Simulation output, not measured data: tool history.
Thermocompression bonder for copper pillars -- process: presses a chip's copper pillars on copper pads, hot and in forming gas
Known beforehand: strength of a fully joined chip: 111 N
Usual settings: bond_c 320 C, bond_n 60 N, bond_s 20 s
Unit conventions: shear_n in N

{"run": 1, "hour": 0.0, "bond_c": 320, "bond_n": 60, "bond_s": 20, "shear_n": 66.3}
{"run": 2, "hour": 25.2, "bond_c": 320, "bond_n": 49, "bond_s": 20, "shear_n": 57}
{"run": 3, "hour": 53.5, "bond_c": 291, "bond_n": 60, "bond_s": 20, "shear_n": 48.1}
{"run": 4, "hour": 68.8, "bond_c": 320, "bond_n": 60, "bond_s": 10, "shear_n": 52.4}
{"hour": 72.4, "done": "forming gas filter changed"}
{"run": 5, "hour": 103.8, "bond_c": 320, "bond_n": 60, "bond_s": 15, "shear_n": 62.9}
{"run": 6, "hour": 122.8, "bond_c": 320, "bond_n": 60, "bond_s": 21, "shear_n": 69.5}
{"run": 7, "hour": 138.0, "bond_c": 320, "bond_n": 60, "bond_s": 21, "shear_n": 69.7}
{"run": 8, "hour": 170.2, "bond_c": 320, "bond_n": 60, "bond_s": 21, "shear_n": 68.7}
{"hour": 202.8, "done": "heater calibrated with a thermocouple chip"}
{"run": 9, "hour": 207.1, "bond_c": 320, "bond_n": 60, "bond_s": 21, "shear_n": 73.5}
{"run": 10, "hour": 226.2, "bond_c": 320, "bond_n": 60, "bond_s": 21, "shear_n": 73.4}
{"run": 11, "hour": 242.9, "bond_c": 320, "bond_n": 60, "bond_s": 20, "shear_n": 72.5}
{"run": 12, "hour": 267.6, "bond_c": 320, "bond_n": 60, "bond_s": 20, "shear_n": 71.4}
{"run": 13, "hour": 291.2, "bond_c": 320, "bond_n": 60, "bond_s": 32, "shear_n": 80}
{"hour": 308.1, "done": "heater calibrated with a thermocouple chip, once more"}
{"hour": 316.0, "done": "forming gas filter changed"}
{"run": 14, "hour": 323.5, "bond_c": 320, "bond_n": 60, "bond_s": 34, "shear_n": 72.9}
{"run": 15, "hour": 357.0, "bond_c": 320, "bond_n": 60, "bond_s": 20, "shear_n": 61.7}
{"run": 16, "hour": 390.4, "bond_c": 320, "bond_n": 60, "bond_s": 20, "shear_n": 61.6}
{"run": 17, "hour": 413.9, "bond_c": 302, "bond_n": 60, "bond_s": 55, "shear_n": 68.5}
{"run": 18, "hour": 445.9, "bond_c": 302, "bond_n": 60, "bond_s": 55, "shear_n": 69}
{"run": 19, "hour": 474.6, "bond_c": 306, "bond_n": 68, "bond_s": 28, "shear_n": 64}
{"run": 20, "hour": 509.4, "bond_c": 321, "bond_n": 50, "bond_s": 28, "shear_n": 58.6}
{"run": 21, "hour": 530.3, "bond_c": 320, "bond_n": 53, "bond_s": 59, "shear_n": 75}
{"hour": 554.5, "done": "forming gas filter changed"}
{"run": 22, "hour": 554.6, "bond_c": 320, "bond_n": 53, "bond_s": 59, "shear_n": 79}
{"run": 23, "hour": 576.4, "bond_c": 320, "bond_n": 61, "bond_s": 35, "shear_n": 75.1}
{"run": 24, "hour": 596.2, "bond_c": 320, "bond_n": 61, "bond_s": 35, "shear_n": 74.2}
{"run": 25, "hour": 620.0, "bond_c": 320, "bond_n": 51, "bond_s": 55, "shear_n": 74.3}
{"run": 26, "hour": 647.8, "bond_c": 320, "bond_n": 51, "bond_s": 19, "shear_n": 53.7}
{"run": 27, "hour": 665.6, "bond_c": 312, "bond_n": 60, "bond_s": 21, "shear_n": 57.6}
{"run": 28, "hour": 683.9, "bond_c": 315, "bond_n": 60, "bond_s": 21, "shear_n": 59.7}
{"run": 29, "hour": 712.6, "bond_c": 315, "bond_n": 60, "bond_s": 21, "shear_n": 59.2}
{"run": 30, "hour": 731.5, "bond_c": 315, "bond_n": 60, "bond_s": 21, "shear_n": 58.7}
{"run": 31, "hour": 747.6, "bond_c": 304, "bond_n": 37, "bond_s": 25, "shear_n": 35.5}

Below are 3 alternative next runs, each starting from the tool's condition after run 31. Predict each:
{"run": "A", "hour": 771.5, "bond_c": 292, "bond_n": 45, "bond_s": 25, "shear_n": "?"}
{"run": "B", "hour": 771.5, "bond_c": 321, "bond_n": 78, "bond_s": 54, "shear_n": "?"}
{"run": "C", "hour": 771.5, "bond_c": 304, "bond_n": 37, "bond_s": 11, "shear_n": "?"}

run=A shear_n=36.6
run=B shear_n=89.8
run=C shear_n=24.8
Take away the tool's hidden state, keep each run's random variation, and the runs would have read:
run=A shear_n=35.4
run=B shear_n=91.7
run=C shear_n=23.9

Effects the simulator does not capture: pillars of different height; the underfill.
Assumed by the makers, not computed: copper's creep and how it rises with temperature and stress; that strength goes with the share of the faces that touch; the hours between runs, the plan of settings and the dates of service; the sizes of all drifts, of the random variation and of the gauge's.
